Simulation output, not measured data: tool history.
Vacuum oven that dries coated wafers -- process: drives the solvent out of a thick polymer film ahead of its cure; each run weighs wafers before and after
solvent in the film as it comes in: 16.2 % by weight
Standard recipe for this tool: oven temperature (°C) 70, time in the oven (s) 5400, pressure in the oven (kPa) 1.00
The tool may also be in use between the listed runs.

run	hour	oven temperature (°C)	time in the oven (s)	pressure in the oven (kPa)	solvent left in the film (%)
1	0.0	70	5400	1.00	2.33
2	11.6	70	5400	1.00	2.25
3	23.3	70	5400	1.00	2.31
4	36.2	70	5400	1.00	2.27
5	48.6	70	5400	3.53	5.01
6	63.3	70	5400	3.53	5.03
7	78.7	70	5400	3.53	5.05
8	87.2	70	5400	1.00	2.28
9	100.3	70	9360	1.00	1.32
10	106.6	70	9360	1.00	1.42
11	119.6	70	5400	1.00	2.23
12	132.4	70	5400	1.00	2.23
13	143.2	70	5400	1.00	2.29
14	157.1	70	5400	1.97	3.42
15	168.4	56	5400	1.00	6.62
16	180.5	56	7800	1.00	5.02
17	187.4	70	5400	3.23	4.69
18	200.5	70	7020	0.62	1.31
19	214.9	58	5400	1.78	7.06
20	227.0	58	5400	1.78	6.89
21	233.3	82	5400	1.00	0.84
22	244.1	82	5400	1.00	0.91
23	254.1	82	5400	1.00	0.87
24	267.4	82	5400	1.00	0.95
25	281.4	82	5400	1.00	0.86
26	296.5	55	7080	0.63	5.10
27	311.4	55	7080	0.63	4.99
28	318.5	83	3720	2.50	1.95
29	330.0	67	7080	2.06	3.50
30	337.7	67	7080	2.06	3.51

3 ways to go on from here, each from the tool as it stands after run 30. What would each give?
A	348.7	70	4140	1.32	?
B	348.7	70	5400	0.73	?
C	348.7	70	5400	0.72	?

run	solvent left in the film (%)
A	3.18
B	1.89
C	1.97
Stripped of hidden state, with their random variation kept, the same runs would have yielded:
run	solvent left in the film (%)
A	3.50
B	2.08
C	2.16
